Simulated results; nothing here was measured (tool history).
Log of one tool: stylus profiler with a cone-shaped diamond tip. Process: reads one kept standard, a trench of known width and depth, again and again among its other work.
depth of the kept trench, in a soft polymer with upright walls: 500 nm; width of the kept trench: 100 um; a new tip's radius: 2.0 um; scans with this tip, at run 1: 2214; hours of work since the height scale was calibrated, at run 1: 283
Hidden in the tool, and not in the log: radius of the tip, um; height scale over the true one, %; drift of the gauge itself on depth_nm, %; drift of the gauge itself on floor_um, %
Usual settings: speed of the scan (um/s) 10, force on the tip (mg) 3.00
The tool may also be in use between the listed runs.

run,hour,speed of the scan (um/s),force on the tip (mg),scans with this tip,hours of work since the height scale was calibrated,depth of the trench (angstrom),width of the trench's floor (nm)
1,0.0,10,3.00,2214,283,5095.4,96690
2,75.2,10,3.00,2471,316,5099.4,96660
3,136.5,2,3.00,2681,342,5097.2,96590
4,224.0,10,2.33,2980,381,5082.6,96470
5,350.7,10,5.92,3413,436,5153.7,96370
6,422.5,10,5.92,3658,467,5154.5,96290
7,504.6,10,5.92,3939,503,5154.8,96270
8,617.4,10,5.92,4324,552,5153.6,96250
9,736.5,10,3.00,4731,604,5104.4,96070
10,846.8,10,3.71,5108,652,5118.9,96000
11,946.5,10,3.71,5449,696,5116.4,95960
12,1058.1,10,3.00,5830,745,5105.2,95850
13,1120.9,10,3.00,6045,772,5108.2,95840
14,1185.7,10,3.00,6266,800,5108.1,95810
15,1248.5,10,7.44,6481,828,5185.8,95710
16,1321.2,10,7.44,6729,859,5185.2,95660
17,1446.3,10,3.00,7157,914,5111.3,95590
18,1532.8,10,3.00,7453,952,5108.5,95570
19,1644.2,37,3.00,7833,1000,5111.1,95440
20,1757.7,37,3.00,8221,1050,5108.9,95340
21,1820.7,10,8.83,8436,1077,5210.0,95320
22,1925.4,10,8.83,8794,1123,5211.9,95290
23,1978.9,10,3.62,8977,1146,5125.1,95280
24,2095.6,10,3.00,9376,1197,5113.7,95190
25,2177.9,10,3.00,9657,1233,5113.2,95150
26,2287.1,10,3.00,10030,1281,5112.8,95070
27,2415.8,10,1.15,10470,1337,5070.3,95050
28,2481.5,3,3.25,10695,1366,5120.0,95060
29,2591.2,4,2.13,11070,1414,5096.3,94950
# hour 2635.9: height scale calibrated on a step standard
30,2666.4,4,2.13,11325,13,5073.1,94890
31,2730.9,10,4.65,11545,41,5127.1,94860
# hour 2766.6: new tip fitted, height scale calibrated
32,2857.9,10,4.65,312,40,5126.1,97220
33,2948.0,27,4.65,620,79,5126.2,97130
34,3037.2,3,7.96,924,118,5180.2,97040
35,3096.6,3,7.96,1128,144,5181.9,97030
36,3157.6,5,1.49,1336,171,5061.5,96970
37,3212.3,5,1.49,1523,194,5063.3,96900
38,3292.7,3,1.02,1798,230,5048.5,96810
39,3345.3,3,1.24,1978,253,5059.4,96790
40,3464.8,10,3.82,2386,305,5115.8,96680
41,3550.3,11,7.10,2678,342,5172.0,96610
42,3602.5,31,1.58,2856,365,5067.0,96470
43,3691.4,19,5.32,3160,404,5145.6,96450
44,3816.8,19,2.09,3589,458,5080.4,96360
45,3925.8,2,8.74,3961,506,5200.1,96340
46,4019.7,2,8.74,4282,547,5199.7,96210

Forecast each of these 3 alternatives for the next run:
A,4074.0,30,1.75,4468,571,?,?
B,4074.0,4,1.73,4468,571,?,?
C,4074.0,5,5.19,4468,571,?,?

run,depth of the trench (angstrom),width of the trench's floor (nm)
A,5074.8,96150
B,5074.3,96210
C,5145.0,96160
Without the tool's hidden state the same runs would have given:
run,depth of the trench (angstrom),width of the trench's floor (nm)
A,5064.3,97310
B,5063.9,97370
C,5134.4,97310
